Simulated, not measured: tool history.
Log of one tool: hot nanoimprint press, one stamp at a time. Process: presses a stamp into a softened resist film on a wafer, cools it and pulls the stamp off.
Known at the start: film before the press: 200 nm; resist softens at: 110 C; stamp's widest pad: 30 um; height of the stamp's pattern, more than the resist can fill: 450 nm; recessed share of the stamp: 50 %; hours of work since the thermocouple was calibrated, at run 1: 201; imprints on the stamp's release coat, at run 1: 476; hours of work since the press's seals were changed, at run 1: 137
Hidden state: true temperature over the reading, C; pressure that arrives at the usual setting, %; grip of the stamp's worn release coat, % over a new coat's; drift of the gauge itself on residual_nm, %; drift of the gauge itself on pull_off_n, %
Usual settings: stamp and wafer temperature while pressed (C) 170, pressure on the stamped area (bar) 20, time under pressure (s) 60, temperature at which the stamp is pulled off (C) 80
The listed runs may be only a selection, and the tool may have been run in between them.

run  hour  stamp and wafer temperature while pressed (C)  pressure on the stamped area (bar)  time under pressure (s)  temperature at which the stamp is pulled off (C)  hours of work since the thermocouple was calibrated  imprints on the stamp's release coat  hours of work since the press's seals were changed  resist left under the stamp's widest pad (Å)  greatest force while the stamp is pulled off (N)
  1     0                                            170                                  20                       60                                                80                                                  201                                   476                                                 137                                           795                                               215
  2   5.7                                            170                                  20                       60                                                80                                                  204                                   487                                                 140                                           798                                               219
  3    13                                            170                                  20                       60                                                80                                                  208                                   501                                                 144                                           802                                               216
  4  18.9                                            170                                  20                       60                                                80                                                  211                                   513                                                 147                                           799                                               217
  5  26.9                                            170                                  20                       60                                                80                                                  215                                   528                                                 152                                           799                                               220
  6  33.6                                            170                                  20                       60                                                80                                                  219                                   541                                                 155                                           799                                               215
     37.2  -- plate thermocouple calibrated
  7  43.6                                            170                                  20                       60                                                80                                                    3                                   555                                                 159                                           812                                               211
  8  50.2                                            162                                27.6                       78                                                83                                                    7                                   567                                                 162                                           949                                               213
  9  59.5                                            167                                  20                       60                                                83                                                   12                                   585                                                 167                                           938                                               211
 10  69.4                                            167                                  20                       60                                                83                                                   17                                   605                                                 173                                           944                                               213
 11  75.3                                            167                                  20                       60                                                83                                                   20                                   616                                                 176                                           949                                               226
     84.3  -- plate thermocouple calibrated, once more
 12  86.6                                            167                                  20                       60                                                83                                                    1                                   632                                                 180                                           896                                               216
 13  98.3                                            170                                  20                       52                                                80                                                    7                                   655                                                 186                                           807                                               224

What if the next run were any one of these 3? Each begins from the tool's condition after run 13:
  A  108.8                                            178                                  20                       31                                                82                                                   13                                   675                                                 192                                             ?                                                 ?
  B  108.8                                            170                                  20                      106                                                80                                                   13                                   675                                                 192                                             ?                                                 ?
  C  108.8                                            170                                  20                       73                                                73                                                   13                                   675                                                 192                                             ?                                                 ?

run  resist left under the stamp's widest pad (Å)  greatest force while the stamp is pulled off (N)
  A                                           661                                               226
  B                                           634                                               226
  C                                           722                                               237
What these runs would have given with no unlogged condition in the tool:
run  resist left under the stamp's widest pad (Å)  greatest force while the stamp is pulled off (N)
  A                                           662                                               196
  B                                           635                                               196
  C                                           723                                               206
